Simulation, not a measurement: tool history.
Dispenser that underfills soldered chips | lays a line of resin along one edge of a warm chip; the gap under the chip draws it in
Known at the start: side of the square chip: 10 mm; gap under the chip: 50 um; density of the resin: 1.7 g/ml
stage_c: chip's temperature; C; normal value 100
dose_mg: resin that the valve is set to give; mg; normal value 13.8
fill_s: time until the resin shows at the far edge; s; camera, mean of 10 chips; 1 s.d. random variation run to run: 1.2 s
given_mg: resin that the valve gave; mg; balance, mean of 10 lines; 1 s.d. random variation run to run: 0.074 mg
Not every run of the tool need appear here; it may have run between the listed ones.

Run 1, hour 0: usual settings. Result: fill_s 141.8 s, given_mg 13.49 mg.
At hour 4.1: new syringe of resin.
Run 2, hour 6.2: usual settings but dose_mg 13.7 mg. Result: fill_s 120 s, given_mg 13.27 mg.
Run 3, hour 8.6: usual settings but dose_mg 15.6 mg. Result: fill_s 126.6 s, given_mg 15.21 mg.
Run 4, hour 11.1: usual settings but dose_mg 12.2 mg. Result: fill_s 140.7 s, given_mg 11.92 mg.
Run 5, hour 14.6: usual settings but dose_mg 12.2 mg. Result: fill_s 153 s, given_mg 11.75 mg.
At hour 16.1: new syringe of resin.
Run 6, hour 17.6: usual settings but dose_mg 12.2 mg. Result: fill_s 121.4 s, given_mg 11.76 mg.
Run 7, hour 21.1: usual settings but dose_mg 12.2 mg. Result: fill_s 131.1 s, given_mg 11.66 mg.
Run 8, hour 26.6: usual settings but dose_mg 12.2 mg. Result: fill_s 152.4 s, given_mg 11.66 mg.
At hour 28: new syringe of resin.
Run 9, hour 30.3: usual settings but stage_c 90 C. Result: fill_s 185.2 s, given_mg 13.27 mg.
Run 10, hour 34.6: usual settings but stage_c 115 C. Result: fill_s 75.1 s, given_mg 13.11 mg.
Run 11, hour 39.1: usual settings but stage_c 115 C. Result: fill_s 84.1 s, given_mg 12.96 mg.
At hour 39.9: new syringe of resin.
Run 12, hour 42.9: usual settings but stage_c 115 C. Result: fill_s 70.3 s, given_mg 13.11 mg.
Run 13, hour 45.4: usual settings but stage_c 115 C. Result: fill_s 74.7 s, given_mg 12.96 mg.
Run 14, hour 49.4: usual settings but stage_c 115 C. Result: fill_s 82.2 s, given_mg 12.88 mg.
At hour 51.7: new syringe of resin.
Run 15, hour 53.8: usual settings but stage_c 98 C. Result: fill_s 129.8 s, given_mg 13.06 mg.
Run 16, hour 56.8: usual settings. Result: fill_s 131.1 s, given_mg 12.83 mg.
Run 17, hour 60.2: usual settings. Result: fill_s 141.6 s, given_mg 12.83 mg.
At hour 63.6: new syringe of resin.
Run 18, hour 64: usual settings but stage_c 105 C. Result: fill_s 95.5 s, given_mg 12.85 mg.
Run 19, hour 69.9: usual settings but stage_c 106 C, dose_mg 11.9 mg. Result: fill_s 110.1 s, given_mg 11.08 mg.
At hour 75.4: new syringe of resin.
Run 20, hour 75.4: usual settings but stage_c 105 C, dose_mg 14.5 mg. Result: fill_s 94.4 s, given_mg 13.32 mg.
Run 21, hour 80.6: usual settings but stage_c 105 C, dose_mg 14.5 mg. Result: fill_s 108.7 s, given_mg 13.48 mg.
Run 22, hour 83.8: usual settings but stage_c 106 C, dose_mg 13.6 mg. Result: fill_s 113.3 s, given_mg 12.5 mg.
At hour 87.4: new syringe of resin.
Run 23, hour 89.9: usual settings but stage_c 90 C, dose_mg 12.1 mg. Result: fill_s 188.2 s, given_mg 10.89 mg.
Run 24, hour 95.4: usual settings but stage_c 113 C, dose_mg 16.3 mg. Result: fill_s 81.1 s, given_mg 14.67 mg.
Run 25, hour 98.5: usual settings but stage_c 101 C, dose_mg 15 mg. Result: fill_s 146.4 s, given_mg 13.52 mg.
At hour 99.4: new syringe of resin.
Run 26, hour 101.4: usual settings but stage_c 113 C, dose_mg 17 mg. Result: fill_s 72.3 s, given_mg 15.31 mg.
Run 27, hour 104.4: usual settings but stage_c 112 C, dose_mg 17.9 mg. Result: fill_s 79.1 s, given_mg 16 mg.
Run 28, hour 110: usual settings but stage_c 96 C, dose_mg 17.7 mg. Result: fill_s 174 s, given_mg 15.75 mg.
At hour 111.2: new syringe of resin.
At hour 115.7: dispensing valve cleaned and set on the balance.
Run 29, hour 115.7: usual settings but stage_c 96 C, dose_mg 17.7 mg. Result: fill_s 146 s, given_mg 17.8 mg.
Run 30, hour 120.3: usual settings but stage_c 96 C, dose_mg 17.7 mg. Result: fill_s 161.2 s, given_mg 17.82 mg.
At hour 124.2: new syringe of resin.
Run 31, hour 125.5: usual settings but stage_c 107 C, dose_mg 13.1 mg. Result: fill_s 89.7 s, given_mg 13.14 mg.
Run 32, hour 128.5: usual settings but stage_c 94 C, dose_mg 15.5 mg. Result: fill_s 162.7 s, given_mg 15.32 mg.
Run 33, hour 132.2: usual settings but stage_c 94 C, dose_mg 15.5 mg. Result: fill_s 176.8 s, given_mg 15.28 mg.
At hour 136.1: new syringe of resin.
Run 34, hour 137.9: usual settings but stage_c 89 C, dose_mg 16.8 mg. Result: fill_s 185 s, given_mg 16.44 mg.

Hidden state or all else? Some run-to-run changes of fill_s, split into what the settings, what came in and random variation would give without the hidden state, and what is left for the hidden state (with any gauge scatter that isn't in both results):
Hidden state at play: resin's viscosity, % of fresh resin's; dose that the valve gives, % of what is set; true chip temperature over the reading, C; drift of the gauge itself on fill_s, %; drift of the gauge itself on given_mg, %.
Run 5 -> 6: new syringe of resin. fill_s -31.6 s: hidden state -32.4, all else +0.8.
Run 9 -> 10: stage_c 90 -> 115. fill_s -110.1 s: hidden state +4.3, all else -114.4.
Run 23 -> 24: stage_c 90 -> 113, dose_mg 12.1 -> 16.3. fill_s -107.1 s: hidden state +4, all else -111.1.
Run 25 -> 26: stage_c 101 -> 113, dose_mg 15 -> 17, new syringe of resin. fill_s -74.1 s: hidden state -31.2, all else -42.9.
Run 27 -> 28: stage_c 112 -> 96, dose_mg 17.9 -> 17.7. fill_s +94.9 s: hidden state +31.1, all else +63.8.
